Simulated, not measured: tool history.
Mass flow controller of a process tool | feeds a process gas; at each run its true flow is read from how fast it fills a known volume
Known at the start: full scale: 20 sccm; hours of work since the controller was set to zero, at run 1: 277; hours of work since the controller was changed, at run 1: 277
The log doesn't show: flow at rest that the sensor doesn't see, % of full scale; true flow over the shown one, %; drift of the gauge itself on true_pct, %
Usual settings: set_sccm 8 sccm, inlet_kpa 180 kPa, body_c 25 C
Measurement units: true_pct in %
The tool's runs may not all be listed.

run    hour  set_sccm  inlet_kpa  body_c  hours of work since the controller was set to zero  hours of work since the controller was changed  true_pct
  1       0         8        180      25                                                 277                                             277     98.75
  2    90.6         8        180      25                                                 317                                             317      98.7
  3     155         8        180      25                                                 346                                             346     98.65
  4   273.1         8        180      25                                                 398                                             398     98.71
  5   350.1         8        180      25                                                 433                                             433     98.67
  6   440.7         8        180      25                                                 473                                             473     98.78
  7   544.9         8        180      25                                                 520                                             520     98.84
  8   659.9         8        180      25                                                 571                                             571     98.74
  9   732.4         8        180      25                                                 603                                             603     98.82
 10   844.5         8        180      25                                                 653                                             653     98.83
 11   928.6         8        180      25                                                 691                                             691     98.86
 12  1016.7         8        245      25                                                 730                                             730     99.21
 13  1124.1         8        245      25                                                 778                                             778      99.4
 14  1194.9         8        245      25                                                 810                                             810     99.33
 15  1329.5         8        245      25                                                 870                                             870     99.31
     1335.4  -- controller's zero set anew
 16  1418.7         8        245      25                                                  37                                             909     99.54
 17  1496.3         9        245      25                                                  72                                             944      99.6
 18    1592        14        180      30                                                 114                                             987     99.47
 19  1648.2        14        180      30                                                 140                                            1012     99.35
 20  1744.4         8        159      35                                                 182                                            1055     98.64
     1774.4  -- controller's zero set anew, once more
 21  1806.6         8        159      35                                                  14                                            1082     98.15
 22  1861.7         7        180      25                                                  39                                            1107     98.56
 23  1976.2         2        180      39                                                  90                                            1158      97.7
 24    2093         2        180      39                                                 142                                            1210     97.86
 25  2165.7         2        192      39                                                 175                                            1242     97.81
 26  2288.2         2        192      39                                                 229                                            1297     98.07
 27  2383.6         2        192      39                                                 272                                            1340     98.24
 28  2492.8         3        180      25                                                 320                                            1388     98.56
 29  2593.7         8        228      34                                                 365                                            1433     98.71
 30    2713         7        195      20                                                 419                                            1487     99.03
 31  2839.3         4        195      26                                                 475                                            1543     98.76
 32  2932.6         4        195      26                                                 517                                            1585     98.75
 33    2992         8        268      38                                                 543                                            1611     98.83

Predict each of these 5 candidate next runs independently; none follows another, all start after run 33:
  A  3085         5        268      38                                                 585                                            1652         ?
  B  3085         2        180      25                                                 585                                            1652         ?
  C  3085         2        268      26                                                 585                                            1652         ?
  D  3085        18        268      38                                                 585                                            1652         ?
  E  3085        14        258      26                                                 585                                            1652         ?

run  true_pct
  A      98.6
  B     99.26
  C     99.65
  D     99.99
  E     99.99
With the hidden condition removed and each run's random variation left untouched, the same runs would have given:
run  true_pct
  A     97.85
  B     97.74
  C     98.13
  D     99.62
  E     99.58
